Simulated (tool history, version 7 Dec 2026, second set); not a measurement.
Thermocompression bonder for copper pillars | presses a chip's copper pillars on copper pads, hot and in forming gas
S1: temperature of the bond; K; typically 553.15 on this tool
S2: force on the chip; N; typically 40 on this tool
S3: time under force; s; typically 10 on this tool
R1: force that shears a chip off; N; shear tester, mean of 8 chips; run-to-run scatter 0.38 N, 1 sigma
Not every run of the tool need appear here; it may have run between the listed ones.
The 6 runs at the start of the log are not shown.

run 7 hour=374.5 | S1=553.15 S2=26 S3=14 | R1=47.4
run 8 hour=419 | S1=553.15 S2=40 S3=10 | R1=58.2
run 9 hour=468.2 | S1=553.15 S2=40 S3=10 | R1=58.3
-- hour=549.1 heater calibrated with a thermocouple chip
run 10 hour=554.7 | S1=553.15 S2=40 S3=10 | R1=49.4
run 11 hour=629.4 | S1=553.15 S2=40 S3=10 | R1=49.9
run 12 hour=696.8 | S1=553.15 S2=40 S3=8 | R1=45.6
run 13 hour=738.9 | S1=553.15 S2=40 S3=8 | R1=45.7
-- hour=804.8 forming gas filter changed
run 14 hour=818.4 | S1=553.15 S2=40 S3=8 | R1=49.6
run 15 hour=903.9 | S1=553.15 S2=40 S3=8 | R1=49.6
run 16 hour=991 | S1=553.15 S2=40 S3=8 | R1=48.9
run 17 hour=1048.6 | S1=564.15 S2=60 S3=10 | R1=77.2

Predict the results of run 18:
run 18 hour=1091.4 | S1=572.15 S2=29 S3=27 | R1=?

R1: 71.2 N
On a tool with no hidden condition, and with the same random variation, this run would have come out at R1 70.3 N.
